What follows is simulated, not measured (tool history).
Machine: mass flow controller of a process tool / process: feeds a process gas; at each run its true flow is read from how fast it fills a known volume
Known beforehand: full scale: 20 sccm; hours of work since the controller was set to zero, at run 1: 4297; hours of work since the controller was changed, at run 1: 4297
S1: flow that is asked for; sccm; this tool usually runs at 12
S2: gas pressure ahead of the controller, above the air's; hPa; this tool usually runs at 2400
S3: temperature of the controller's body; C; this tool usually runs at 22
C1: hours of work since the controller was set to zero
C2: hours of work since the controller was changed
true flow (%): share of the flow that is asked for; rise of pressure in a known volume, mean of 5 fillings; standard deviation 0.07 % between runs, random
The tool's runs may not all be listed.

run 1 hour=0.0 | S1=12 S2=2400 S3=22 | C1=4297 C2=4297 | true_flow_(%)=96.96
run 2 hour=264.4 | S1=12 S2=2400 S3=22 | C1=4439 C2=4439 | true_flow_(%)=96.92
run 3 hour=505.4 | S1=12 S2=2400 S3=22 | C1=4568 C2=4568 | true_flow_(%)=96.71
run 4 hour=815.0 | S1=12 S2=2400 S3=22 | C1=4734 C2=4734 | true_flow_(%)=96.91
run 5 hour=1050.7 | S1=12 S2=2400 S3=22 | C1=4860 C2=4860 | true_flow_(%)=96.85
run 6 hour=1316.4 | S1=12 S2=2400 S3=22 | C1=5002 C2=5002 | true_flow_(%)=96.65
run 7 hour=1512.1 | S1=12 S2=2400 S3=22 | C1=5107 C2=5107 | true_flow_(%)=96.63
run 8 hour=1798.4 | S1=4 S2=2400 S3=22 | C1=5260 C2=5260 | true_flow_(%)=93.62
run 9 hour=2015.1 | S1=4 S2=1880 S3=22 | C1=5377 C2=5377 | true_flow_(%)=93.52
-- hour=2032.5 controller's zero set anew
run 10 hour=2295.6 | S1=4 S2=1880 S3=22 | C1=141 C2=5527 | true_flow_(%)=92.57
run 11 hour=2453.2 | S1=18 S2=1540 S3=26 | C1=225 C2=5611 | true_flow_(%)=97.09
run 12 hour=2632.4 | S1=18 S2=1540 S3=38 | C1=321 C2=5707 | true_flow_(%)=96.70
run 13 hour=2795.7 | S1=6 S2=2400 S3=22 | C1=409 C2=5794 | true_flow_(%)=93.97
run 14 hour=3050.2 | S1=12 S2=2240 S3=28 | C1=545 C2=5931 | true_flow_(%)=95.71
run 15 hour=3206.4 | S1=12 S2=2240 S3=28 | C1=629 C2=6014 | true_flow_(%)=95.81
run 16 hour=3363.4 | S1=10 S2=1460 S3=34 | C1=713 C2=6099 | true_flow_(%)=94.84

4 options for the next run, each taken on its own from the tool as it stands now. Forecast them:
-- hour=3420.0 controller's zero set anew, once more
run A hour=3543.4 | S1=12 S2=1700 S3=22 | C1=66 C2=6195 | true_flow_(%)=?
-- hour=3420.0 controller's zero set anew, once more
run B hour=3543.4 | S1=10 S2=1430 S3=24 | C1=66 C2=6195 | true_flow_(%)=?
-- hour=3420.0 controller's zero set anew, once more
run C hour=3543.4 | S1=15 S2=1560 S3=35 | C1=66 C2=6195 | true_flow_(%)=?
-- hour=3420.0 controller's zero set anew, once more
run D hour=3543.4 | S1=10 S2=2000 S3=34 | C1=66 C2=6195 | true_flow_(%)=?

run=A true_flow_(%)=96.92
run=B true_flow_(%)=96.71
run=C true_flow_(%)=97.09
run=D true_flow_(%)=96.42
Without the tool's unlogged condition, the same runs would have read:
run=A true_flow_(%)=98.88
run=B true_flow_(%)=98.67
run=C true_flow_(%)=99.03
run=D true_flow_(%)=98.39
